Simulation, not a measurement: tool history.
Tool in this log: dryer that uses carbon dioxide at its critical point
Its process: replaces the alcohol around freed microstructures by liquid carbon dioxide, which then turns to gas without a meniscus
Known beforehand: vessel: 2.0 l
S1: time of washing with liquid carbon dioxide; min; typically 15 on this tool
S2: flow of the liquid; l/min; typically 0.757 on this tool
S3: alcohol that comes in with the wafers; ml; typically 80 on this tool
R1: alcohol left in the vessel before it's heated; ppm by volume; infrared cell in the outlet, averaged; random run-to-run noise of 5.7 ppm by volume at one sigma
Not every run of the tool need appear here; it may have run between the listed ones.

run	hour	S1	S2	S3	R1
1	0.0	15	0.757	80	360
2	22.0	15	0.757	80	380
3	41.2	15	0.757	80	393
4	63.2	15	0.757	80	402
5	73.8	15	0.757	80	404
6	87.1	15	0.757	113	598
7	98.6	15	0.980	80	129
8	111.6	15	0.980	80	131
9	127.6	15	0.757	80	450
# hour 139.5: inlet filter changed
10	150.2	15	0.900	80	98
11	162.9	15	0.757	80	242
12	173.7	15	0.757	80	223
13	198.1	15	1.170	80	61
14	219.3	11	1.170	80	140
15	239.1	15	0.757	94	315
16	263.5	15	0.671	94	532
17	283.1	15	0.757	27	145
18	301.0	18	0.757	47	116
19	323.4	18	0.757	47	115
20	334.2	10	0.603	93	3441
21	347.4	20	0.820	43	85
22	371.5	16	0.455	23	593
23	394.3	18	0.469	55	849
24	405.8	15	0.542	39	688
25	418.6	15	0.856	65	205
26	444.1	9	0.853	65	1303
27	465.9	12	0.579	27	834
28	485.0	9	0.771	80	2265
29	501.0	9	0.771	80	2360
30	526.0	9	0.771	102	3095
31	539.1	9	0.771	102	3092

Run 32 has not been measured yet. What should we expect?
32	555.9	16	0.953	67	?

Run 32 yielded R1 169 ppm by volume.
Minus the tool's unlogged condition, the same run would have read R1 28 ppm by volume.
